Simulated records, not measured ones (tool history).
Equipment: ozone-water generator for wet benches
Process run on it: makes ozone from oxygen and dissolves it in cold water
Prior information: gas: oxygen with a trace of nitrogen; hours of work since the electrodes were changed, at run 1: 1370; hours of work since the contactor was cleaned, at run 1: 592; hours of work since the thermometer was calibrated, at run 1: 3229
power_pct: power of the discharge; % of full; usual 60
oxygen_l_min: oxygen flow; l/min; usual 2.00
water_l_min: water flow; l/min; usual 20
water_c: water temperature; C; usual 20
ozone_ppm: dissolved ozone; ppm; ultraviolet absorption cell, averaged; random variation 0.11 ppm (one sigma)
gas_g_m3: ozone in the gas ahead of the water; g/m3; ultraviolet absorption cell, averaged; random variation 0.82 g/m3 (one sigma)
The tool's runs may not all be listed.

run,hour,power_pct,oxygen_l_min,water_l_min,water_c,hours of work since the electrodes were changed,hours of work since the contactor was cleaned,hours of work since the thermometer was calibrated,ozone_ppm,gas_g_m3
1,0.0,60,2.00,20,20,1370,592,3229,7.8,120.8
2,45.2,60,2.00,20,20,1411,632,3270,7.5,121.7
3,71.6,60,2.00,20,20,1435,656,3293,7.8,123.5
4,92.8,94,2.00,20,20,1454,675,3312,11.0,175.7
5,131.5,94,2.00,20,20,1488,709,3347,10.9,174.2
6,154.1,94,2.00,20,20,1508,730,3367,11.0,175.8
7,178.0,94,2.00,20,20,1530,751,3389,10.9,174.4
8,218.2,60,2.00,20,20,1566,787,3425,7.6,121.8
9,263.5,60,2.00,20,20,1606,828,3465,7.7,123.5
10,284.9,60,2.00,20,20,1626,847,3484,7.6,122.0
11,324.8,60,2.00,20,20,1661,883,3520,7.4,121.4
12,367.3,60,2.00,20,20,1699,921,3558,7.4,121.7
13,406.5,60,2.00,20,20,1734,956,3593,7.6,120.9
14,434.2,60,2.00,20,20,1759,980,3618,7.5,120.6
15,454.9,41,2.00,20,20,1778,999,3637,5.7,89.5
16,495.8,41,2.00,28,14,1815,1036,3673,4.1,90.0
17,521.0,41,2.00,28,14,1837,1058,3696,4.1,89.5
18,560.4,41,3.36,29,19,1872,1094,3731,5.0,76.1
19,604.7,55,3.51,16,17,1912,1133,3771,10.4,94.7
20,645.7,55,3.51,16,17,1949,1170,3808,10.6,94.2
21,681.5,92,1.31,14,26,1981,1202,3840,11.4,190.3
22,711.8,54,1.08,14,18,2008,1229,3867,7.4,133.8
23,750.3,84,3.31,28,18,2042,1264,3901,8.9,132.8
24,785.9,56,1.64,28,18,2074,1296,3933,4.7,121.1
25,807.8,56,1.64,28,18,2094,1315,3953,4.8,119.7
26,839.5,56,1.64,28,18,2122,1344,3981,4.6,118.5
27,866.1,49,2.00,26,20,2146,1367,4005,5.1,101.8
28,900.8,45,2.48,18,14,2177,1398,4036,7.7,90.0
29,940.1,60,1.19,20,20,2212,1434,4071,5.7,140.5

Alternative continuations, all from the tool just after run 29; predict every row:
A,964.7,45,2.00,26,20,2234,1456,4093,?,?
B,964.7,60,1.95,20,20,2234,1456,4093,?,?
C,964.7,82,1.19,20,25,2234,1456,4093,?,?
D,964.7,60,1.19,20,28,2234,1456,4093,?,?

run,ozone_ppm,gas_g_m3
A,4.7,95.7
B,7.2,119.7
C,7.2,178.8
D,5.5,140.1
The same runs, with their run-to-run variation unchanged, on a tool lacking any hidden condition would have given:
run,ozone_ppm,gas_g_m3
A,5.0,102.0
B,7.9,130.5
C,8.2,199.9
D,6.0,152.7
